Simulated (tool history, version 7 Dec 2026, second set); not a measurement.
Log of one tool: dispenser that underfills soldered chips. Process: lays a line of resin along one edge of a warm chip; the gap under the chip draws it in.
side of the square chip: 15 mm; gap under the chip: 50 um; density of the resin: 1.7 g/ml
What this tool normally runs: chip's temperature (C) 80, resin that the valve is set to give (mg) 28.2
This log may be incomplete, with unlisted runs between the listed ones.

run   hour  chip's temperature (C)  resin that the valve is set to give (mg)  time until the resin shows at the far edge (s)  resin that the valve gave (mg)
  1      0                      80                                      28.2                                           256.5                           28.01
  2    4.8                      80                                      28.2                                           305.2                           27.97
       9.5  -- new syringe of resin
  3   11.7                      80                                      28.2                                           264.9                           27.94
  4   18.6                      80                                      28.2                                           341.4                           27.87
      19.9  -- new syringe of resin
  5   23.5                      80                                      28.2                                           286.5                           27.87
      26.3  -- dispensing valve cleaned and set on the balance
  6   29.5                      80                                      28.5                                             343                           28.49
      31.4  -- new syringe of resin
  7   35.9                      80                                      28.5                                           290.7                           28.46
  8     39                      80                                      28.5                                           333.3                           28.46
      42.1  -- new syringe of resin
  9   43.1                      80                                      28.5                                           261.4                           28.45
 10   50.3                      80                                      28.5                                             340                           28.36
      52.9  -- new syringe of resin
 11   54.5                      80                                      28.5                                           270.1                           28.37
 12   60.6                      80                                      28.5                                           330.5                           28.34
      63.4  -- new syringe of resin
 13   64.4                      80                                      28.5                                           259.2                           28.29
 14     68                      80                                      28.5                                             292                           28.29
 15   72.2                      80                                      28.5                                             354                           28.27
        74  -- new syringe of resin
 16   77.6                      80                                      28.5                                           291.1                           28.22
 17   83.1                      80                                      28.5                                           358.6                           28.19
      84.4  -- new syringe of resin
 18   86.8                      80                                      26.4                                           276.1                           26.09
        92  -- dispensing valve cleaned and set on the balance
 19   94.4                      80                                      26.4                                             349                           26.43
      96.1  -- new syringe of resin
 20   98.8                      80                                      26.4                                           283.4                           26.42
 21  104.7                      80                                      26.4                                           361.1                           26.36
     106.9  -- new syringe of resin
 22  112.3                      82                                      35.7                                           279.3                           35.59
 23  116.1                      77                                      27.9                                           407.1                           27.76
     117.3  -- new syringe of resin
 24  123.5                      84                                      32.2                                           268.5                              32
     127.9  -- new syringe of resin
 25  131.2                      65                                      33.4                                           507.6                           33.11
 26  135.9                      73                                      27.9                                           449.6                           27.66
     138.3  -- new syringe of resin
 27  139.1                      90                                      24.6                                           186.3                           24.36
 28  143.5                      80                                        32                                           305.2                           31.66
 29  147.9                      80                                        32                                           368.2                           31.67
     148.8  -- new syringe of resin
 30  152.1                      83                                      29.8                                           259.1                           29.44
     157.9  -- dispensing valve cleaned and set on the balance
 31  157.9                      80                                      25.7                                           352.7                            25.7
     160.8  -- new syringe of resin
 32  163.1                      94                                      24.8                                             166                            24.8
 33  168.4                      70                                      24.5                                           511.4                           24.45
     171.2  -- new syringe of resin
 34  175.8                      80                                      24.4                                           315.6                           24.31
 35  180.2                      92                                      34.4                                             224                           34.24

Alternative continuations, all from the tool just after run 35; predict every row:
       182  -- new syringe of resin
  A  184.6                      69                                      33.3                                               ?                               ?
       182  -- new syringe of resin
  B  184.6                      79                                      26.4                                               ?                               ?
       182  -- new syringe of resin
  C  184.6                      92                                      32.2                                               ?                               ?

run  time until the resin shows at the far edge (s)  resin that the valve gave (mg)
  A                                           440.9                           33.13
  B                                           301.9                           26.29
  C                                           179.4                           32.04
Had the tool no hidden state, the same runs would have come out as:
run  time until the resin shows at the far edge (s)  resin that the valve gave (mg)
  A                                           366.5                           33.32
  B                                           251.7                           26.44
  C                                           150.4                           32.22
